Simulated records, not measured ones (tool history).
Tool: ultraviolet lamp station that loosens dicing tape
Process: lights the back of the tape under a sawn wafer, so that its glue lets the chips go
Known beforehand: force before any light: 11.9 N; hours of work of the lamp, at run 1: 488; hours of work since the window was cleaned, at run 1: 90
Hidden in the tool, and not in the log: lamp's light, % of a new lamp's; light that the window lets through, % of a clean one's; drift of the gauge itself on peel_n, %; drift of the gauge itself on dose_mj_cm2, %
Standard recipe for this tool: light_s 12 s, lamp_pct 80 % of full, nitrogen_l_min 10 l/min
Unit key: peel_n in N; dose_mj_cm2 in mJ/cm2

| run | hour | light_s | lamp_pct | nitrogen_l_min | hours of work of the lamp | hours of work since the window was cleaned | peel_n | dose_mj_cm2 |
|---|---|---|---|---|---|---|---|---|
| 1 | 0.0 | 12 | 80 | 10 | 488 | 90 | 0.660 | 245 |
| 2 | 18.1 | 12 | 95 | 10 | 498 | 100 | 0.432 | 288 |
| 3 | 40.2 | 12 | 95 | 10 | 509 | 111 | 0.443 | 289 |
| 4 | 59.1 | 12 | 95 | 10 | 519 | 121 | 0.450 | 288 |
| 5 | 83.8 | 12 | 80 | 10 | 532 | 134 | 0.662 | 241 |
| 6 | 107.6 | 12 | 80 | 10 | 544 | 146 | 0.715 | 242 |
| 7 | 129.6 | 15 | 80 | 10 | 555 | 157 | 0.396 | 298 |
| 8 | 142.9 | 15 | 85 | 10 | 562 | 164 | 0.334 | 313 |
| 9 | 173.4 | 10 | 80 | 10 | 578 | 180 | 1.074 | 199 |
| 10 | 190.6 | 10 | 80 | 9 | 587 | 189 | 1.179 | 200 |
| 11 | 211.8 | 7 | 80 | 10 | 598 | 200 | 2.183 | 139 |
| 12 | 235.2 | 7 | 80 | 10 | 610 | 212 | 2.236 | 137 |
| 13 | 248.2 | 12 | 80 | 18 | 617 | 219 | 0.458 | 237 |
| 14 | 264.2 | 12 | 80 | 18 | 625 | 227 | 0.453 | 236 |
| 15 | 289.7 | 12 | 80 | 18 | 638 | 240 | 0.471 | 234 |
| 16 | 309.5 | 12 | 80 | 18 | 648 | 250 | 0.480 | 231 |
| 17 | 339.7 | 12 | 80 | 18 | 664 | 266 | 0.468 | 228 |
| 18 | 365.3 | 16 | 80 | 10 | 677 | 279 | 0.387 | 307 |
| 19 | 390.9 | 12 | 80 | 10 | 690 | 292 | 0.787 | 229 |
| 20 | 410.1 | 12 | 80 | 10 | 700 | 302 | 0.788 | 226 |
| 21 | 427.2 | 12 | 80 | 10 | 709 | 311 | 0.797 | 228 |
| 22 | 445.7 | 12 | 80 | 10 | 719 | 321 | 0.786 | 223 |
| 23 | 471.0 | 12 | 80 | 10 | 732 | 334 | 0.820 | 225 |
| 24 | 495.0 | 10 | 80 | 10 | 744 | 346 | 1.257 | 186 |
| 25 | 513.5 | 11 | 78 | 10 | 754 | 356 | 1.093 | 195 |
| 26 | 535.3 | 22 | 80 | 5 | 765 | 367 | 0.363 | 403 |
|  | 540.8 | window cleaned of glue's vapour |
| 27 | 563.7 | 22 | 80 | 5 | 779 | 12 | 0.394 | 397 |
| 28 | 580.6 | 18 | 80 | 10 | 788 | 21 | 0.329 | 325 |

Expected results for the next run?
|  | 596.7 | window cleaned of glue's vapour, once more |
| 29 | 609.2 | 11 | 80 | 3 | 803 | 6 | ? | ? |

For run 29 the tool returned peel_n 2.411 N, dose_mj_cm2 213 mJ/cm2.
Take away the tool's hidden state, keep the run-to-run variation as it was, and the same run would have given peel_n 1.786 N, dose_mj_cm2 255 mJ/cm2.
